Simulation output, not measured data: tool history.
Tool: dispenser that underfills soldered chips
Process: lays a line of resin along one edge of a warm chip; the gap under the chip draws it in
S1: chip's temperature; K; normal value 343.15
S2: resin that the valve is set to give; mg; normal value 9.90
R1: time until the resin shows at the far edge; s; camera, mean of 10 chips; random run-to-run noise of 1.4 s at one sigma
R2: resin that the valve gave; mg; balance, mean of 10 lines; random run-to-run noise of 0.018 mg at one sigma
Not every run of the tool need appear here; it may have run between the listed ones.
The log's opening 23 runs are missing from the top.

-- hour=237.5 new syringe of resin
run 24 hour=243.7 | S1=343.15 S2=8.78 | R1=196.7 R2=8.72
-- hour=252.2 new syringe of resin
run 25 hour=258.7 | S1=328.15 S2=10.94 | R1=321.7 R2=10.81
-- hour=267.7 new syringe of resin
run 26 hour=272.0 | S1=343.15 S2=11.78 | R1=168.3 R2=11.57
-- hour=282.5 new syringe of resin
run 27 hour=286.2 | S1=343.15 S2=11.78 | R1=161.3 R2=11.48
-- hour=288.4 dispensing valve cleaned and set on the balance
-- hour=298.3 new syringe of resin
run 28 hour=299.6 | S1=343.15 S2=11.78 | R1=145.1 R2=11.71
run 29 hour=307.3 | S1=343.15 S2=11.78 | R1=217.8 R2=11.68
-- hour=313.3 new syringe of resin
run 30 hour=318.1 | S1=343.15 S2=11.78 | R1=173.1 R2=11.63
-- hour=328.8 new syringe of resin
run 31 hour=331.5 | S1=346.15 S2=10.26 | R1=139.9 R2=10.07
-- hour=343.3 new syringe of resin
run 32 hour=343.5 | S1=332.15 S2=9.16 | R1=199.0 R2=8.98
-- hour=356.2 dispensing valve cleaned and set on the balance
run 33 hour=356.3 | S1=339.15 S2=8.50 | R1=314.6 R2=8.49

Forecast each of these 5 alternatives for the next run:
-- hour=358.8 new syringe of resin
run A hour=363.3 | S1=337.15 S2=12.71 | R1=? R2=?
-- hour=358.8 new syringe of resin
run B hour=363.3 | S1=338.15 S2=9.75 | R1=? R2=?
-- hour=358.8 new syringe of resin
run C hour=363.3 | S1=342.15 S2=9.35 | R1=? R2=?
-- hour=358.8 new syringe of resin
run D hour=363.3 | S1=347.15 S2=8.58 | R1=? R2=?
-- hour=358.8 new syringe of resin
run E hour=363.3 | S1=345.15 S2=8.85 | R1=? R2=?

run=A R1=206.7 R2=12.65
run=B R1=205.4 R2=9.75
run=C R1=177.0 R2=9.31
run=D R1=152.7 R2=8.56
run=E R1=163.4 R2=8.78
Stripped of hidden state, with their random variation kept, the same runs would have yielded:
run=A R1=172.0 R2=12.70
run=B R1=170.7 R2=9.78
run=C R1=146.8 R2=9.35
run=D R1=126.4 R2=8.59
run=E R1=135.5 R2=8.81
